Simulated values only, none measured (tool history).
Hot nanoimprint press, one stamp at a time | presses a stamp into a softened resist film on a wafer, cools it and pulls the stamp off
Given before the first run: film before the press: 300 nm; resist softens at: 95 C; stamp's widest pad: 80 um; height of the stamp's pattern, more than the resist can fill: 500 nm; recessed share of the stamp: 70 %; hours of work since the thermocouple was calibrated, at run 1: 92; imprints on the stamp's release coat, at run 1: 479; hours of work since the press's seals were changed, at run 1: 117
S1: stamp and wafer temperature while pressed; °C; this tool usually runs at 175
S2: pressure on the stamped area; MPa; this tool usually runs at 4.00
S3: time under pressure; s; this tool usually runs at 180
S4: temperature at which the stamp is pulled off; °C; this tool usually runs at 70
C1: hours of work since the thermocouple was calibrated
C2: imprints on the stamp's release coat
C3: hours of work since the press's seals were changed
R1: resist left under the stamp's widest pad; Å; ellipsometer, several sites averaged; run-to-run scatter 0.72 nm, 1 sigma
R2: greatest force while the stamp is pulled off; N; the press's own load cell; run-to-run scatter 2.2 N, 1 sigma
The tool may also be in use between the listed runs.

| run | day | S1 | S2 | S3 | S4 | C1 | C2 | C3 | R1 | R2 |
|---|---|---|---|---|---|---|---|---|---|---|
| 1 | 0.000 | 175 | 4.00 | 180 | 70 | 92 | 479 | 117 | 1637 | 95 |
| 2 | 0.262 | 170 | 4.00 | 180 | 70 | 96 | 508 | 121 | 1822 | 98 |
| 3 | 0.583 | 170 | 4.00 | 180 | 70 | 102 | 545 | 127 | 1819 | 99 |
| 4 | 0.871 | 175 | 4.00 | 180 | 70 | 107 | 578 | 132 | 1639 | 94 |
| 5 | 1.096 | 175 | 3.90 | 180 | 70 | 111 | 604 | 136 | 1663 | 96 |
| 6 | 1.479 | 175 | 5.04 | 180 | 70 | 118 | 647 | 143 | 1505 | 101 |
| 7 | 1.729 | 175 | 4.00 | 180 | 70 | 122 | 676 | 147 | 1635 | 98 |
| 8 | 2.029 | 175 | 4.00 | 180 | 70 | 127 | 710 | 152 | 1623 | 100 |
| 9 | 2.275 | 175 | 4.00 | 180 | 70 | 132 | 738 | 157 | 1617 | 98 |
| 10 | 2.571 | 175 | 4.00 | 180 | 70 | 137 | 772 | 162 | 1639 | 97 |
| 11 | 2.808 | 175 | 4.00 | 180 | 70 | 141 | 799 | 166 | 1628 | 101 |
| 12 | 3.112 | 175 | 4.00 | 180 | 70 | 146 | 834 | 171 | 1624 | 98 |
| 13 | 3.504 | 175 | 4.00 | 180 | 70 | 153 | 878 | 178 | 1630 | 100 |
|  | 4.017 | stamp cleaned and given a new release coat |
| 14 | 4.062 | 175 | 4.00 | 180 | 69 | 158 | 5 | 184 | 1617 | 95 |
| 15 | 4.246 | 175 | 4.00 | 180 | 69 | 162 | 26 | 187 | 1623 | 100 |
| 16 | 4.579 | 184 | 4.00 | 280 | 70 | 168 | 63 | 193 | 1101 | 96 |
| 17 | 4.808 | 184 | 2.86 | 280 | 71 | 172 | 90 | 197 | 1269 | 96 |
| 18 | 5.054 | 184 | 2.86 | 280 | 71 | 176 | 118 | 201 | 1271 | 97 |
| 19 | 5.429 | 184 | 2.86 | 280 | 71 | 182 | 161 | 208 | 1271 | 96 |
| 20 | 5.700 | 184 | 2.86 | 280 | 71 | 187 | 191 | 212 | 1270 | 96 |
| 21 | 6.004 | 184 | 2.86 | 136 | 71 | 193 | 226 | 218 | 1678 | 98 |
| 22 | 6.350 | 184 | 2.86 | 136 | 71 | 199 | 266 | 224 | 1663 | 98 |
| 23 | 6.604 | 179 | 5.03 | 180 | 70 | 203 | 294 | 228 | 1345 | 96 |
| 24 | 6.962 | 179 | 4.81 | 135 | 70 | 209 | 335 | 234 | 1527 | 101 |
| 25 | 7.217 | 179 | 4.81 | 135 | 70 | 214 | 364 | 239 | 1531 | 97 |
| 26 | 7.400 | 179 | 4.81 | 135 | 70 | 217 | 385 | 242 | 1528 | 98 |
| 27 | 7.617 | 173 | 4.00 | 110 | 67 | 221 | 410 | 246 | 1972 | 104 |
| 28 | 7.825 | 176 | 3.13 | 124 | 77 | 224 | 434 | 250 | 1933 | 89 |

4 ways to go on from here, each from the tool as it stands after run 28. What would each give?
| A | 8.000 | 164 | 5.33 | 108 | 70 | 227 | 454 | 253 | ? | ? |
| B | 8.000 | 173 | 4.00 | 150 | 76 | 227 | 454 | 253 | ? | ? |
| C | 8.000 | 175 | 3.63 | 180 | 70 | 227 | 454 | 253 | ? | ? |
| D | 8.000 | 175 | 2.53 | 180 | 71 | 227 | 454 | 253 | ? | ? |

| run | R1 | R2 |
|---|---|---|
| A | 2140 | 100 |
| B | 1808 | 91 |
| C | 1658 | 97 |
| D | 1882 | 98 |
Without the tool's unlogged condition, the same runs would have read:
| run | R1 | R2 |
|---|---|---|
| A | 2175 | 99 |
| B | 1837 | 91 |
| C | 1685 | 97 |
| D | 1913 | 98 |
